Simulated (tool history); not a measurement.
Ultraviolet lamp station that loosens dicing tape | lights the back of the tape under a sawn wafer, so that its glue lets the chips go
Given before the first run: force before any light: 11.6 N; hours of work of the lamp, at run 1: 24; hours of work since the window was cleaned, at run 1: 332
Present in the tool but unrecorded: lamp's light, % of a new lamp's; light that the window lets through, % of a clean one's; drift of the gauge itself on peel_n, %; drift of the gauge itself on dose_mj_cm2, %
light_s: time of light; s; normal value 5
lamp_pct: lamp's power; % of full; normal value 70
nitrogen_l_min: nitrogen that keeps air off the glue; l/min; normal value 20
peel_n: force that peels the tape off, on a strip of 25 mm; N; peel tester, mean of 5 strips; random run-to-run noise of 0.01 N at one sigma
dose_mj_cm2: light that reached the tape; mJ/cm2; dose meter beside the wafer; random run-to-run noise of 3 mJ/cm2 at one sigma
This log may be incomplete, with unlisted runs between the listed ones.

run,hour,light_s,lamp_pct,nitrogen_l_min,hours of work of the lamp,hours of work since the window was cleaned,peel_n,dose_mj_cm2
1,0,5,70,20,24,332,0.448,449
2,17.6,5,90,20,35,342,0.204,578
3,38.1,5,70,20,47,354,0.453,452
# hour 44.3: window cleaned of glue's vapour
4,49.7,5,70,14,53,3,0.539,454
5,58.8,5,70,20,59,9,0.447,451
6,69.8,5,70,20,65,15,0.449,449
7,87.9,5,70,20,76,26,0.457,452
8,104.3,5,70,20,85,35,0.422,458
9,117.1,5,70,20,93,43,0.435,453
10,128.3,5,70,20,99,49,0.478,449
11,141.8,5,70,20,107,57,0.442,450
12,162.3,10,70,20,119,69,0.082,904
13,175.9,10,70,20,127,77,0.07,901
14,193.4,5,70,20,137,87,0.455,451
15,212.8,5,70,20,149,99,0.455,454
16,224.8,5,70,20,156,106,0.458,455
17,238,5,70,20,163,113,0.44,450
18,253.2,5,70,20,172,122,0.437,456
19,265.1,5,70,20,179,129,0.461,445
20,284.3,5,70,20,191,141,0.447,448
21,298,5,75,20,199,149,0.372,487
22,315.3,4,91,20,209,159,0.389,468
23,329.9,4,91,20,217,167,0.39,468
24,341.9,3,64,24,224,174,1.758,249
25,350.7,5,90,9,229,179,0.355,574
26,364.7,5,83,7,238,188,0.531,536
27,384.5,9,70,20,249,199,0.093,807
28,398.3,9,95,20,257,207,0.069,1090
29,408.7,7,87,20,263,213,0.092,788
30,421.7,7,67,39,271,221,0.131,599
31,436.9,4,71,14,280,230,0.935,366
32,447.3,4,71,14,286,236,0.954,362
33,463.2,4,72,10,295,245,1.1,368
34,480.4,4,99,13,305,255,0.396,511
35,491.6,4,99,13,312,262,0.389,514
36,503,5,97,17,319,269,0.174,623
37,517.1,5,95,34,327,277,0.14,610
38,531.4,3,70,20,335,285,1.615,270
39,549.6,4,62,20,346,296,1.079,321
40,569,5,84,11,357,307,0.378,541
41,580.1,7,87,7,364,314,0.181,781
42,600.2,9,84,36,376,326,0.066,973

How the hidden state differs across the entries between the runs, from the last listed run before each to the first after it:
Between runs 3 and 4: window cleaned of glue's vapour (hour 44.3)
  light that the window lets through, % of a clean one's: 99.9 -> 100

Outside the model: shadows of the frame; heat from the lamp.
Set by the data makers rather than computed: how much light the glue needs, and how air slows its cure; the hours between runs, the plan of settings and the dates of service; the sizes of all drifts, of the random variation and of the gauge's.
